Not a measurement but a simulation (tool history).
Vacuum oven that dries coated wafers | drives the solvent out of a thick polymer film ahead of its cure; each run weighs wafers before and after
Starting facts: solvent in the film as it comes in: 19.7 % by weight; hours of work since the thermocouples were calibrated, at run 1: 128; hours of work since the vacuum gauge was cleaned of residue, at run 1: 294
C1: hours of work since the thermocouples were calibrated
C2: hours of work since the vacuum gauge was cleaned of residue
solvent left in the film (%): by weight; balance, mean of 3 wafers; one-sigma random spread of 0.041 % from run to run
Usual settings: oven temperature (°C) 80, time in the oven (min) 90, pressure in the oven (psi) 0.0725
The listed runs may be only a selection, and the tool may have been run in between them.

run 1 hour=0.0 | oven_temperature_(°C)=80 time_in_the_oven_(min)=90 pressure_in_the_oven_(psi)=0.0725 | C1=128 C2=294 | solvent_left_in_the_film_(%)=1.86
run 2 hour=22.6 | oven_temperature_(°C)=80 time_in_the_oven_(min)=90 pressure_in_the_oven_(psi)=0.0725 | C1=146 C2=311 | solvent_left_in_the_film_(%)=1.97
run 3 hour=37.2 | oven_temperature_(°C)=80 time_in_the_oven_(min)=90 pressure_in_the_oven_(psi)=0.0497 | C1=157 C2=322 | solvent_left_in_the_film_(%)=1.81
run 4 hour=58.1 | oven_temperature_(°C)=80 time_in_the_oven_(min)=90 pressure_in_the_oven_(psi)=0.0497 | C1=173 C2=338 | solvent_left_in_the_film_(%)=1.79
run 5 hour=76.7 | oven_temperature_(°C)=80 time_in_the_oven_(min)=90 pressure_in_the_oven_(psi)=0.0497 | C1=187 C2=353 | solvent_left_in_the_film_(%)=1.72
run 6 hour=91.9 | oven_temperature_(°C)=80 time_in_the_oven_(min)=103 pressure_in_the_oven_(psi)=0.0497 | C1=199 C2=365 | solvent_left_in_the_film_(%)=1.51
run 7 hour=117.7 | oven_temperature_(°C)=80 time_in_the_oven_(min)=103 pressure_in_the_oven_(psi)=0.0497 | C1=219 C2=384 | solvent_left_in_the_film_(%)=1.46
run 8 hour=129.4 | oven_temperature_(°C)=80 time_in_the_oven_(min)=103 pressure_in_the_oven_(psi)=0.0497 | C1=228 C2=394 | solvent_left_in_the_film_(%)=1.47
run 9 hour=153.2 | oven_temperature_(°C)=80 time_in_the_oven_(min)=103 pressure_in_the_oven_(psi)=0.0497 | C1=246 C2=412 | solvent_left_in_the_film_(%)=1.52
run 10 hour=165.4 | oven_temperature_(°C)=80 time_in_the_oven_(min)=103 pressure_in_the_oven_(psi)=0.0497 | C1=256 C2=421 | solvent_left_in_the_film_(%)=1.47
run 11 hour=181.1 | oven_temperature_(°C)=80 time_in_the_oven_(min)=103 pressure_in_the_oven_(psi)=0.0497 | C1=268 C2=433 | solvent_left_in_the_film_(%)=1.51
run 12 hour=201.6 | oven_temperature_(°C)=80 time_in_the_oven_(min)=90 pressure_in_the_oven_(psi)=0.0725 | C1=284 C2=449 | solvent_left_in_the_film_(%)=1.99
run 13 hour=223.8 | oven_temperature_(°C)=80 time_in_the_oven_(min)=152 pressure_in_the_oven_(psi)=0.0725 | C1=301 C2=466 | solvent_left_in_the_film_(%)=1.19
run 14 hour=240.4 | oven_temperature_(°C)=80 time_in_the_oven_(min)=152 pressure_in_the_oven_(psi)=0.0725 | C1=314 C2=479 | solvent_left_in_the_film_(%)=1.15
run 15 hour=253.0 | oven_temperature_(°C)=76 time_in_the_oven_(min)=152 pressure_in_the_oven_(psi)=0.0725 | C1=323 C2=489 | solvent_left_in_the_film_(%)=1.57
run 16 hour=264.4 | oven_temperature_(°C)=80 time_in_the_oven_(min)=90 pressure_in_the_oven_(psi)=0.0725 | C1=332 C2=498 | solvent_left_in_the_film_(%)=2.05
run 17 hour=278.7 | oven_temperature_(°C)=80 time_in_the_oven_(min)=90 pressure_in_the_oven_(psi)=0.0725 | C1=343 C2=509 | solvent_left_in_the_film_(%)=2.09
run 18 hour=303.4 | oven_temperature_(°C)=80 time_in_the_oven_(min)=90 pressure_in_the_oven_(psi)=0.0725 | C1=362 C2=528 | solvent_left_in_the_film_(%)=2.10
run 19 hour=327.5 | oven_temperature_(°C)=80 time_in_the_oven_(min)=90 pressure_in_the_oven_(psi)=0.2734 | C1=381 C2=546 | solvent_left_in_the_film_(%)=4.07
run 20 hour=350.9 | oven_temperature_(°C)=80 time_in_the_oven_(min)=49 pressure_in_the_oven_(psi)=0.0725 | C1=399 C2=565 | solvent_left_in_the_film_(%)=4.64
run 21 hour=363.0 | oven_temperature_(°C)=80 time_in_the_oven_(min)=49 pressure_in_the_oven_(psi)=0.0725 | C1=408 C2=574 | solvent_left_in_the_film_(%)=4.74
run 22 hour=383.7 | oven_temperature_(°C)=80 time_in_the_oven_(min)=90 pressure_in_the_oven_(psi)=0.0725 | C1=424 C2=590 | solvent_left_in_the_film_(%)=2.08
run 23 hour=396.5 | oven_temperature_(°C)=80 time_in_the_oven_(min)=90 pressure_in_the_oven_(psi)=0.0725 | C1=434 C2=600 | solvent_left_in_the_film_(%)=2.17
run 24 hour=414.3 | oven_temperature_(°C)=80 time_in_the_oven_(min)=90 pressure_in_the_oven_(psi)=0.0725 | C1=448 C2=614 | solvent_left_in_the_film_(%)=2.14
run 25 hour=433.1 | oven_temperature_(°C)=80 time_in_the_oven_(min)=90 pressure_in_the_oven_(psi)=0.0725 | C1=463 C2=628 | solvent_left_in_the_film_(%)=2.18
run 26 hour=451.4 | oven_temperature_(°C)=66 time_in_the_oven_(min)=90 pressure_in_the_oven_(psi)=0.2225 | C1=477 C2=642 | solvent_left_in_the_film_(%)=7.96
run 27 hour=476.5 | oven_temperature_(°C)=80 time_in_the_oven_(min)=74 pressure_in_the_oven_(psi)=0.1394 | C1=496 C2=662 | solvent_left_in_the_film_(%)=3.45
run 28 hour=498.8 | oven_temperature_(°C)=80 time_in_the_oven_(min)=160 pressure_in_the_oven_(psi)=0.0429 | C1=513 C2=679 | solvent_left_in_the_film_(%)=0.93
run 29 hour=515.3 | oven_temperature_(°C)=80 time_in_the_oven_(min)=160 pressure_in_the_oven_(psi)=0.0429 | C1=526 C2=692 | solvent_left_in_the_film_(%)=0.91
run 30 hour=537.8 | oven_temperature_(°C)=69 time_in_the_oven_(min)=88 pressure_in_the_oven_(psi)=0.0725 | C1=543 C2=709 | solvent_left_in_the_film_(%)=5.10
run 31 hour=553.2 | oven_temperature_(°C)=80 time_in_the_oven_(min)=70 pressure_in_the_oven_(psi)=0.0396 | C1=555 C2=721 | solvent_left_in_the_film_(%)=2.83
-- hour=556.5 vacuum gauge cleaned of residue and calibrated
run 32 hour=578.7 | oven_temperature_(°C)=86 time_in_the_oven_(min)=71 pressure_in_the_oven_(psi)=0.0473 | C1=574 C2=17 | solvent_left_in_the_film_(%)=1.81
run 33 hour=590.4 | oven_temperature_(°C)=86 time_in_the_oven_(min)=71 pressure_in_the_oven_(psi)=0.0473 | C1=583 C2=26 | solvent_left_in_the_film_(%)=1.80
run 34 hour=615.3 | oven_temperature_(°C)=80 time_in_the_oven_(min)=70 pressure_in_the_oven_(psi)=0.1597 | C1=602 C2=45 | solvent_left_in_the_film_(%)=4.01
run 35 hour=636.3 | oven_temperature_(°C)=66 time_in_the_oven_(min)=113 pressure_in_the_oven_(psi)=0.0497 | C1=618 C2=62 | solvent_left_in_the_film_(%)=4.57
-- hour=649.5 oven's thermocouples calibrated
run 36 hour=653.2 | oven_temperature_(°C)=66 time_in_the_oven_(min)=113 pressure_in_the_oven_(psi)=0.0497 | C1=3 C2=73 | solvent_left_in_the_film_(%)=4.34
run 37 hour=666.0 | oven_temperature_(°C)=93 time_in_the_oven_(min)=95 pressure_in_the_oven_(psi)=0.1430 | C1=13 C2=83 | solvent_left_in_the_film_(%)=1.27
-- hour=676.1 vacuum gauge cleaned of residue and calibrated, once more
run 38 hour=681.2 | oven_temperature_(°C)=71 time_in_the_oven_(min)=90 pressure_in_the_oven_(psi)=0.1800 | C1=23 C2=4 | solvent_left_in_the_film_(%)=5.19
run 39 hour=697.3 | oven_temperature_(°C)=71 time_in_the_oven_(min)=124 pressure_in_the_oven_(psi)=0.1800 | C1=36 C2=16 | solvent_left_in_the_film_(%)=4.09

Predict the results of run 40:
run 40 hour=715.3 | oven_temperature_(°C)=71 time_in_the_oven_(min)=124 pressure_in_the_oven_(psi)=0.1800 | C1=50 C2=30 | solvent_left_in_the_film_(%)=?

For run 40 the tool returned solvent left in the film (%) 3.95.
With the hidden condition absent and the run-to-run variation left alone, this run would have shown solvent left in the film (%) 3.90.

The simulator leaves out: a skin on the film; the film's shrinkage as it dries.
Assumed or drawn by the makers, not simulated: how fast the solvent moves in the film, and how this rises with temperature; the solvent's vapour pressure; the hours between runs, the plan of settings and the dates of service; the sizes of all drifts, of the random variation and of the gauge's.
